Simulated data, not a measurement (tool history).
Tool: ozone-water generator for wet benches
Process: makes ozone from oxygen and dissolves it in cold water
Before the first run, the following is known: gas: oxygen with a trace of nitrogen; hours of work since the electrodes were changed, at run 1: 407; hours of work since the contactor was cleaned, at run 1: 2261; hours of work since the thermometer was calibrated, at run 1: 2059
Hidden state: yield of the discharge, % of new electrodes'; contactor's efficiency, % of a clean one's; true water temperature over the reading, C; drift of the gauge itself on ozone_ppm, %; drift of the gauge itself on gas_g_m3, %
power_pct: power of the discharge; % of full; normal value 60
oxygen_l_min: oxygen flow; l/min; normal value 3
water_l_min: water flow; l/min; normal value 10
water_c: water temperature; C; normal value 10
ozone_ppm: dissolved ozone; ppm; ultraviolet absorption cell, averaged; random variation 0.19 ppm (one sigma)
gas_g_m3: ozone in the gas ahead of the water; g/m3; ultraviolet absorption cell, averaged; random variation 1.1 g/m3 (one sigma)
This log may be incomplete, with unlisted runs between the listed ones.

run,hour,power_pct,oxygen_l_min,water_l_min,water_c,hours of work since the electrodes were changed,hours of work since the contactor was cleaned,hours of work since the thermometer was calibrated,ozone_ppm,gas_g_m3
1,0,60,3,10,10,407,2261,2059,26,187.2
2,26.1,60,3,10,10,432,2285,2084,26.2,184.5
3,41,60,3,10,10,446,2300,2098,26.2,184.8
4,60.7,60,3,10,10,465,2318,2117,25.7,185
5,87.9,60,3,10,10,491,2344,2143,25.7,182.9
6,117.2,60,3,10,6,519,2372,2171,27.3,185.8
7,136.2,60,3,10,6,537,2390,2189,27.2,185.2
8,160.4,60,3,10,6,560,2413,2212,27.3,184.7
9,183,60,3,10,15,581,2435,2233,24,183
10,208.5,60,3,10,10,606,2459,2258,25.7,183.5
11,229,60,3,10,10,625,2479,2277,25.5,184.2
12,260.1,41,3,10,10,655,2508,2307,20.6,148
13,278,41,3,10,10,672,2525,2324,20.4,148
14,309.5,60,3,10,10,702,2555,2354,25.8,183.4
15,338.6,60,2.45,10,10,730,2583,2382,25.2,203.6
16,353.7,60,3,10,10,744,2598,2396,25.5,183
17,372.9,60,3,10,10,762,2616,2414,25.5,183.9
18,395.2,60,3,10,10,783,2637,2436,25.4,185.3
19,413.8,68,1.75,6,7,801,2655,2453,41.1,258
20,443,68,1.75,6,7,829,2683,2481,40.9,258.8
21,469.2,68,1.75,6,7,854,2708,2506,41.4,260.1
22,493.5,81,1.75,6,7,877,2731,2529,45.4,288.9
23,506.4,94,5.24,10,14,889,2743,2542,30,175.4
24,527.6,94,5.24,10,14,910,2763,2562,30,176.8
25,545.1,94,1.92,13,14,926,2780,2579,23.1,298.1
26,560.1,59,3,10,7,941,2794,2593,25.8,181.6
# hour 588.2: contactor cleaned
27,589.8,69,3.07,6,6,965,2,2617,43.4,196.2
28,618.1,69,3.07,6,6,992,29,2644,43.5,193.7
29,641.7,69,3.07,6,6,1015,51,2667,43.1,193.8
30,670,69,3.07,6,6,1042,78,2694,43,193.1
31,684.6,69,3.07,6,6,1055,92,2708,42.8,192.7

Describe how what the log doesn't record of the tool's condition differs between the last listed run preceding each entry between runs and the first listed run following it.
From run 26 to run 27: contactor cleaned (hour 588.2)
  yield of the discharge, % of new electrodes': 97.6 -> 97.5; contactor's efficiency, % of a clean one's: 90.9 -> 99.8
  measured minus no-state result, ozone_ppm: -1.6 -> -1.2 ppm; gas_g_m3: -4 -> -4.9 g/m3

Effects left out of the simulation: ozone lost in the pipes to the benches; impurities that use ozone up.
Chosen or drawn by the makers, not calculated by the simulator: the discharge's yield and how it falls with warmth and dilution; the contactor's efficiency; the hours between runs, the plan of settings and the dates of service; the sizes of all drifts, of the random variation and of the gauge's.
